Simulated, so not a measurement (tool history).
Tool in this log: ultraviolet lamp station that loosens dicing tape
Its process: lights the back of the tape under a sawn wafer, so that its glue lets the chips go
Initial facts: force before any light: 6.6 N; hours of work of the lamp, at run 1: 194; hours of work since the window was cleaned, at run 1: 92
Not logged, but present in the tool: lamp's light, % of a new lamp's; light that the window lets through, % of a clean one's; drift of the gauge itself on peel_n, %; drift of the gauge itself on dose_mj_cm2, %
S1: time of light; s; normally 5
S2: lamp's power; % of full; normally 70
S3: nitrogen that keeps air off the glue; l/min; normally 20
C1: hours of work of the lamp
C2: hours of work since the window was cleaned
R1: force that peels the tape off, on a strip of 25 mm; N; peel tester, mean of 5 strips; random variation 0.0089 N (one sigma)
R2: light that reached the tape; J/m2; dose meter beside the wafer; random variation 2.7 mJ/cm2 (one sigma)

run   hour  S1  S2  S3   C1   C2     R1    R2
  1      0   5  70  20  194   92   0.37  3580
  2   25.4   5  70  20  206  104  0.381  3580
  3   49.7   4  70  20  217  115  0.626  2880
  4   91.6   5  70  13  236  134  0.438  3610
  5  119.3   5  70  25  249  147  0.349  3560
  6  151.6   5  70  25  263  161  0.343  3590
  7    190   5  70  25  281  179  0.337  3610
  8  230.5   5  70  25  299  197   0.34  3560
  9  254.5   5  70  25  310  208  0.367  3590
 10    293   5  70  20  327  225  0.371  3560
 11  348.4   5  66  20  353  251  0.415  3410
     364.3  -- window cleaned of glue's vapour
 12  402.1   5  66  20  377   17  0.432  3360
 13  430.5   5  70  20  390   30  0.372  3620
 14    465   5  70  20  405   46  0.362  3550
 15  504.5   5  70  20  423   64  0.373  3590
 16  550.9   5  70  23  444   85  0.352  3600
 17  594.9   5  86  23  464  105  0.221  4390
 18  642.5   3  66  35  486  126   1.02  2020
 19  687.7   3  70  20  506  147  1.108  2150
 20  715.2   7  66  36  519  159  0.169  4730

Estimate the outcome of run 21 from the log above:
 21  767.6   7  61  14  543  183   ?   ?

{"run 21": {"R1": 0.273, "R2": 4360}}
If the tool had no hidden condition, the same run with the same run-to-run variation would have returned R1 0.27 N, R2 4380 J/m2.
